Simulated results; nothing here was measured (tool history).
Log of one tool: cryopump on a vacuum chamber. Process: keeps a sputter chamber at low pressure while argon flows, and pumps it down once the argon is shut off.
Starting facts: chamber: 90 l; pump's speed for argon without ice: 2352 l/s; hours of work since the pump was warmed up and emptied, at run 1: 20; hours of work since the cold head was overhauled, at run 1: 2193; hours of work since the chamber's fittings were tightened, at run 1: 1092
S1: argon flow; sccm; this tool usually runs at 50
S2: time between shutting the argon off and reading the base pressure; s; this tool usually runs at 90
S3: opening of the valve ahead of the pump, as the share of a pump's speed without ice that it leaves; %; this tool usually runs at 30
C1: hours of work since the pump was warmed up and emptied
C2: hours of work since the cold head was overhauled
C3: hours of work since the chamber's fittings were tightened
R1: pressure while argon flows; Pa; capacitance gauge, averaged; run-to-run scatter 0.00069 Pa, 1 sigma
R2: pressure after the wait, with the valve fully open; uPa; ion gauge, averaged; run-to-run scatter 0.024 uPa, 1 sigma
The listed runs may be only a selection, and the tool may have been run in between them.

Run 1, day 0: usual settings; C1 20; C2 2193; C3 1092. Result: R1 0.1204 Pa, R2 0.95 uPa.
Run 2, day 3.5: usual settings; C1 62; C2 2235; C3 1134. Result: R1 0.1216 Pa, R2 0.9 uPa.
Run 3, day 5.517: usual settings; C1 86; C2 2259; C3 1159. Result: R1 0.1197 Pa, R2 0.93 uPa.
Run 4, day 10: usual settings; C1 139; C2 2313; C3 1212. Result: R1 0.1209 Pa, R2 0.92 uPa.
Run 5, day 14.45: usual settings; C1 193; C2 2366; C3 1266. Result: R1 0.1224 Pa, R2 0.95 uPa.
Run 6, day 17.412: usual settings but S1 51 sccm, S2 51 s, S3 34 %; C1 228; C2 2402; C3 1301. Result: R1 0.1116 Pa, R2 1.46 uPa.
Run 7, day 19.875: usual settings but S1 26 sccm, S2 37 s, S3 17 %; C1 258; C2 2431; C3 1331. Result: R1 0.1115 Pa, R2 1.94 uPa.
Run 8, day 22.192: usual settings but S1 26 sccm, S2 37 s, S3 17 %; C1 285; C2 2459; C3 1358. Result: R1 0.1114 Pa, R2 1.99 uPa.
Run 9, day 26.754: usual settings but S1 40 sccm, S3 22 %; C1 340; C2 2513; C3 1413. Result: R1 0.1341 Pa, R2 1.02 uPa.
Run 10, day 28.838: usual settings but S1 84 sccm, S2 175 s, S3 24 %; C1 365; C2 2538; C3 1438. Result: R1 0.2599 Pa, R2 0.65 uPa.

Measured result minus the same run's result without the hidden state. Both carry the same run-to-run variation, though not necessarily the same gauge scatter:
The hidden state here: pump's speed, % of a pump's without ice; cold plate's temperature, K; leak into the chamber, uPa l/s; drift of the gauge itself on working_pa, %; drift of the gauge itself on base_upa, %.
run       R1     R2
  1  +0.0008   +0.1
  2  +0.0014  +0.11
  3  +0.0015  +0.11
  4  +0.0022  +0.12
  5  +0.0028  +0.13
  6  +0.0032  +0.13
  7  +0.0018  +0.13
  8   +0.002  +0.14
  9  +0.0036  +0.15
 10   +0.008  +0.16

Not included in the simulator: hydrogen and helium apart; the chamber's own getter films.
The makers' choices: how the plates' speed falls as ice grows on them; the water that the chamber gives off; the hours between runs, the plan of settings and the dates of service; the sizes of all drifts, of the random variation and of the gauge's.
